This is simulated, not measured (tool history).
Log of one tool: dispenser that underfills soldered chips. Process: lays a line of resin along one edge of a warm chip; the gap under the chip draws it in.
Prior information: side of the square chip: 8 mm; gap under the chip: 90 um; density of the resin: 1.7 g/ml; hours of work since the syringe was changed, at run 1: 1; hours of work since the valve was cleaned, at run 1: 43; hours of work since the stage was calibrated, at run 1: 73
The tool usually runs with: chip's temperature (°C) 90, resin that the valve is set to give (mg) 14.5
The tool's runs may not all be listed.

run,day,chip's temperature (°C),resin that the valve is set to give (mg),hours of work since the syringe was changed,hours of work since the valve was cleaned,hours of work since the stage was calibrated,time until the resin shows at the far edge (s),resin that the valve gave (mg)
1,0.000,90,14.5,1,43,73,40.9,14.09
2,0.183,76,14.5,4,46,76,84.6,14.04
3,0.292,90,14.5,6,48,78,56.1,14.09
# day 0.367: dispensing valve cleaned and set on the balance
# day 0.492: new syringe of resin
4,0.550,90,14.5,1,3,82,42.6,14.55
5,0.725,90,14.5,4,6,85,50.6,14.52
6,0.921,80,14.5,8,10,89,90.9,14.44
# day 0.992: new syringe of resin
7,1.133,90,14.5,3,14,93,45.2,14.43
8,1.283,90,14.5,5,17,95,53.5,14.35
# day 1.483: new syringe of resin
9,1.483,82,14.5,0,20,99,51.3,14.38
10,1.671,92,14.5,4,24,102,43.8,14.19
11,1.842,82,14.5,7,27,106,76.5,14.28
# day 1.979: new syringe of resin
12,2.029,82,14.5,1,30,109,57.5,14.16
13,2.225,82,14.5,5,34,113,69.5,14.18
14,2.383,82,14.5,8,37,115,83.9,14.08
# day 2.462: new syringe of resin
15,2.500,90,14.5,1,39,117,41.8,14.01
16,2.608,90,14.5,3,41,119,46.6,14.09
17,2.804,90,14.5,6,44,123,57.9,14.10
18,2.904,83,14.5,8,46,125,83.5,13.98
# day 2.950: new syringe of resin
19,3.012,90,12.6,1,48,127,42.5,12.32
# day 3.088: dispensing valve cleaned and set on the balance
20,3.196,90,12.6,4,2,129,50.6,12.66
21,3.379,90,12.6,7,5,133,60.5,12.51
# day 3.483: new syringe of resin
22,3.600,98,16.7,2,9,137,33.6,16.74
23,3.767,97,13.0,5,12,140,42.4,12.84
# day 3.975: new syringe of resin
24,3.975,97,13.0,0,16,143,31.6,12.91
25,4.208,79,15.5,4,20,148,76.2,15.39
26,4.404,88,15.9,8,24,151,67.8,15.58
# day 4.458: new syringe of resin
27,4.650,88,15.9,4,28,156,52.1,15.66
28,4.812,79,15.2,7,31,159,86.4,14.88
# day 4.950: new syringe of resin
29,4.954,98,12.8,0,34,161,30.7,12.46
30,5.075,91,15.6,2,36,163,42.8,15.19
31,5.204,91,15.6,5,39,166,48.7,15.24
32,5.388,95,16.4,8,42,169,51.6,15.96
# day 5.438: new syringe of resin
33,5.533,77,16.7,2,44,172,70.5,16.25
34,5.721,99,16.0,5,48,175,38.7,15.46
# day 5.812: dispensing valve cleaned and set on the balance
35,5.929,99,16.0,8,2,178,46.6,16.00
# day 5.967: new syringe of resin
36,6.092,84,16.7,2,5,181,55.2,16.75

A few steps of time until the resin shows at the far edge (s) between consecutive runs. Split each: what settings, incoming material and random variation would produce without the hidden state, and what is left over for the hidden state, along with gauge scatter present in only one of the two compared results (measured, and without hidden state):
The tool's hidden condition here consists of: resin's viscosity, % of fresh resin's; dose that the valve gives, % of what is set; true chip temperature over the reading, C; drift of the gauge itself on fill_s, %; drift of the gauge itself on given_mg, %.
Run 6 -> 7: chip's temperature (°C) 80 -> 90, new syringe of resin. time until the resin shows at the far edge (s) -45.7: hidden state -28.9, all else -16.8.
Run 14 -> 15: chip's temperature (°C) 82 -> 90, new syringe of resin. time until the resin shows at the far edge (s) -42.1: hidden state -29.2, all else -12.9.
Run 18 -> 19: chip's temperature (°C) 83 -> 90, resin that the valve is set to give (mg) 14.5 -> 12.6, new syringe of resin. time until the resin shows at the far edge (s) -41.0: hidden state -30.2, all else -10.8.
Run 24 -> 25: chip's temperature (°C) 97 -> 79, resin that the valve is set to give (mg) 13.0 -> 15.5. time until the resin shows at the far edge (s) +44.6: hidden state +18.1, all else +26.5.
Run 28 -> 29: chip's temperature (°C) 79 -> 98, resin that the valve is set to give (mg) 15.2 -> 12.8, new syringe of resin. time until the resin shows at the far edge (s) -55.7: hidden state -28.8, all else -26.9.
